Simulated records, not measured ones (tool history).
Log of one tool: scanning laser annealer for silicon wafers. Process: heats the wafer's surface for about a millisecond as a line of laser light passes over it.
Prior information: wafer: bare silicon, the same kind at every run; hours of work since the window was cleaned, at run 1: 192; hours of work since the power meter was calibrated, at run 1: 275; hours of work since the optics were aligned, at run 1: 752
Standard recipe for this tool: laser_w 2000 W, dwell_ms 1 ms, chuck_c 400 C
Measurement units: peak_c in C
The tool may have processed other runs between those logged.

run   hour  laser_w  dwell_ms  chuck_c  hours of work since the window was cleaned  hours of work since the power meter was calibrated  hours of work since the optics were aligned  peak_c
  1      0     2000         1      400                                         192                                                 275                                          752    1138
  2   11.1     2000         1      400                                         197                                                 280                                          757    1139
  3   23.7     2000      0.79      400                                         203                                                 286                                          763    1050
  4   36.3     2000      0.79      400                                         209                                                 291                                          769    1048
  5   44.3     2000      0.79      400                                         212                                                 295                                          772    1050
  6   58.6     2000         1      425                                         219                                                 301                                          779    1162
  7   66.9     2000         1      425                                         222                                                 305                                          782    1159
  8   75.6     2000         1      378                                         226                                                 309                                          786    1116
  9   90.6     2000         1      378                                         233                                                 316                                          793    1111
 10   99.9     2000         1      367                                         237                                                 320                                          797    1101
 11    111     2000         1      367                                         242                                                 325                                          802    1099
 12  122.7     2000         1      367                                         247                                                 330                                          807    1102
 13  132.1     1844         1      367                                         252                                                 334                                          811    1028
 14  140.1     1844         1      367                                         255                                                 338                                          815    1026
 15  147.1     1844         1      367                                         258                                                 341                                          818    1029
 16  157.4     2000       0.8      400                                         263                                                 346                                          823    1049
 17  174.7     2000      1.23      432                                         271                                                 353                                          831    1253
 18    191     1928      0.82      400                                         278                                                 361                                          838    1027
 19  200.1     2000         1      369                                         282                                                 365                                          842    1097
 20  214.2     2000      0.94      380                                         288                                                 371                                          848    1083
 21  225.9     1913       0.8      421                                         294                                                 376                                          854    1031
 22  241.5     1881      0.91      424                                         301                                                 383                                          861    1068
 23  253.9     2000      0.91      428                                         306                                                 389                                          866    1119
 24  261.7     1779      0.97      423                                         310                                                 392                                          870    1039
 25  271.9     1932      0.91      431                                         314                                                 397                                          874    1094
 26    283     1932      1.06      431                                         319                                                 402                                          879    1149

3 options for the next run, each taken on its own from the tool as it stands now. Forecast them:
  A  296.5     1890       0.9      416                                         325                                                 408                                          885       ?
  B  296.5     1704         1      369                                         325                                                 408                                          885       ?
  C  296.5     1972      1.01      406                                         325                                                 408                                          885       ?

run  peak_c
  A    1052
  B     959
  C    1124
Stripped of hidden state, with their random variation kept, the same runs would have yielded:
run  peak_c
  A    1091
  B     995
  C    1168

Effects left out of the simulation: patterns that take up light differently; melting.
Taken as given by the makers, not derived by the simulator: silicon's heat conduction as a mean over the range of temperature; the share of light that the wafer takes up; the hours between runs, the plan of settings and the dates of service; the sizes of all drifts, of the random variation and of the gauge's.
